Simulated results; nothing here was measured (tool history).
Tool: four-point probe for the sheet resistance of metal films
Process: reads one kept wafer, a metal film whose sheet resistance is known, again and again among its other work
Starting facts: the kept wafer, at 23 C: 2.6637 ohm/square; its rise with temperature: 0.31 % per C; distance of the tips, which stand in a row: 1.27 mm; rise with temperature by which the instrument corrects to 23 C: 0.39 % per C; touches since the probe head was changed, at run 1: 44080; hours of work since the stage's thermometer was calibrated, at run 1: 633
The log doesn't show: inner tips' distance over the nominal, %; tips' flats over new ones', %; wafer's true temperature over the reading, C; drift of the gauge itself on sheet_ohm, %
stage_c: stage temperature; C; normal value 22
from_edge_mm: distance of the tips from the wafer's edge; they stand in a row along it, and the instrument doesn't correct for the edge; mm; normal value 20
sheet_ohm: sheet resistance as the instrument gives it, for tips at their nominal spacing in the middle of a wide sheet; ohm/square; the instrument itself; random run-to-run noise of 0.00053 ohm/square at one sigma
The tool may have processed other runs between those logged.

run,hour,stage_c,from_edge_mm,touches since the probe head was changed,hours of work since the stage's thermometer was calibrated,sheet_ohm
1,0,22,20,44080,633,2.696012
2,38.2,22,20,45435,649,2.695767
3,111,22,20,48012,680,2.697035
4,193.9,22,20,50949,716,2.696719
5,232,22,20,52301,732,2.696736
6,299.4,22,5,54688,761,2.782555
7,362.2,22,5,56911,788,2.782442
8,440.7,22,5,59695,822,2.783709
# hour 447: stage's thermometer calibrated
9,529.9,22,5,62836,36,2.784583
10,596.5,30,13,65195,64,2.69116
11,655.8,33,8,67297,90,2.707238
12,720.7,29,20,69595,117,2.686906
13,764.8,29,20,71158,136,2.687373
14,831.2,27,14,73510,165,2.698075
15,919.4,31,9,76634,203,2.706254
# hour 983.9: stage's thermometer calibrated, once more
16,983.9,22,43,78902,0,2.700055
17,1041.8,21,10,80953,25,2.726354

Some steps in sheet_ohm, run to run, broken into two amounts with sign: the step expected even without the hidden condition (settings, incoming material, random variation), and the rest, left for the hidden condition together with whatever gauge scatter is not in both the measured and the hidden-condition-free result:
Run 9 -> 10: stage_c 22 -> 30, from_edge_mm 5 -> 13. sheet_ohm -0.093423 ohm/square: hidden state -0.000284, all else -0.093139.
Run 15 -> 16: stage_c 31 -> 22, from_edge_mm 9 -> 43, stage's thermometer calibrated, once more. sheet_ohm -0.006199 ohm/square: hidden state +0.001845, all else -0.008044.
